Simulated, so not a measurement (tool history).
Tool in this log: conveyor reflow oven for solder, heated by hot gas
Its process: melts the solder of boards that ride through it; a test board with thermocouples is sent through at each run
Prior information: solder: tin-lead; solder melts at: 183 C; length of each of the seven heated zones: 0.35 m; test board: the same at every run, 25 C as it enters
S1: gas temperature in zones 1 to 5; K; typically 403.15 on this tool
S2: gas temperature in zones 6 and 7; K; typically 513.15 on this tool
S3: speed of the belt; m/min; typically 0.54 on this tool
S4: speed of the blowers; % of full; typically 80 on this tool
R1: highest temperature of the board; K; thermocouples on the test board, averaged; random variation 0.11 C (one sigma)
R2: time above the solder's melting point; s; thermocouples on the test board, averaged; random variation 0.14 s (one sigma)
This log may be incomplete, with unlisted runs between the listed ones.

run   hour      S1      S2     S3  S4      R1    R2
  1      0  403.15  513.15   0.54  80  500.05  64.2
  2    9.4  403.15  513.15   0.54  80  500.25    64
  3   23.1  418.15  513.15   0.54  80  502.35  69.9
  4   29.6  413.15  513.15   0.54  80  501.55  67.8
  5     44  403.15  513.15  0.596  80  497.05  55.8
  6   58.1  403.15  513.15   0.54  80  500.05    64
  7   72.4  403.15  513.15   0.54  80  500.05  63.8
  8   82.1  403.15  513.15   0.54  80  500.25  63.8
  9   92.1  403.15  513.15   0.54  80  500.35  63.8
 10  103.9  403.15  513.15   0.54  72  498.45  62.6
 11  111.6  403.15  507.15   0.54  80  494.75  60.6
 12  126.9  403.15  513.15   0.54  57  494.25  59.1
 13  142.6  403.15  527.15   0.54  80  512.85  70.5
 14    158  393.15  513.15   0.54  80  498.65  60.3
 15  166.3  393.15  513.15   0.54  80  498.65  60.4
 16  175.8  403.15  526.15  0.528  58  506.65  68.9
 17  189.6  406.15  527.15  0.494  75  514.95  79.2
 18  203.7  406.15  527.15  0.494  75  514.85    79
 19  214.4  404.15  526.15  0.567  72  508.45  65.2
 20  227.8  397.15  503.15  0.577  72  486.35  47.9
 21  240.5  412.15  513.15   0.54  73  499.85  66.6
 22  248.4  401.15  528.15   0.54  51  504.75  65.7
 23  256.2  401.15  528.15   0.54  51  504.75  65.4
     265.3  -- belt drive overhauled, speed set with a stopwatch
 24    272  417.15  501.15   0.54  80  490.75  61.4
 25  280.6  392.15  523.15  0.501  80  509.55  70.4
 26  290.3  392.15  523.15  0.501  80  509.45  69.8
 27  301.3  392.15  523.15  0.584  80  503.65  57.1
 28    309  401.15  506.15   0.54  58  487.35    52
 29  318.7  401.15  506.15   0.54  58  487.35  52.1
 30  333.5  401.15  506.15   0.54  58  487.45  52.1

What if the next run were any one of these 3? Each begins from the tool's condition after run 30:
  A   349  398.15  506.15  0.459  58   ?   ?
  B   349  403.15  513.15  0.514  69   ?   ?
  C   349  401.15  520.15  0.468  58   ?   ?

run      R1    R2
  A  492.25  66.3
  B  498.25  64.8
  C  504.95  75.2
What these runs would have given with no unlogged condition in the tool:
run      R1    R2
  A  492.15  66.5
  B  498.35  64.9
  C  504.95  75.2

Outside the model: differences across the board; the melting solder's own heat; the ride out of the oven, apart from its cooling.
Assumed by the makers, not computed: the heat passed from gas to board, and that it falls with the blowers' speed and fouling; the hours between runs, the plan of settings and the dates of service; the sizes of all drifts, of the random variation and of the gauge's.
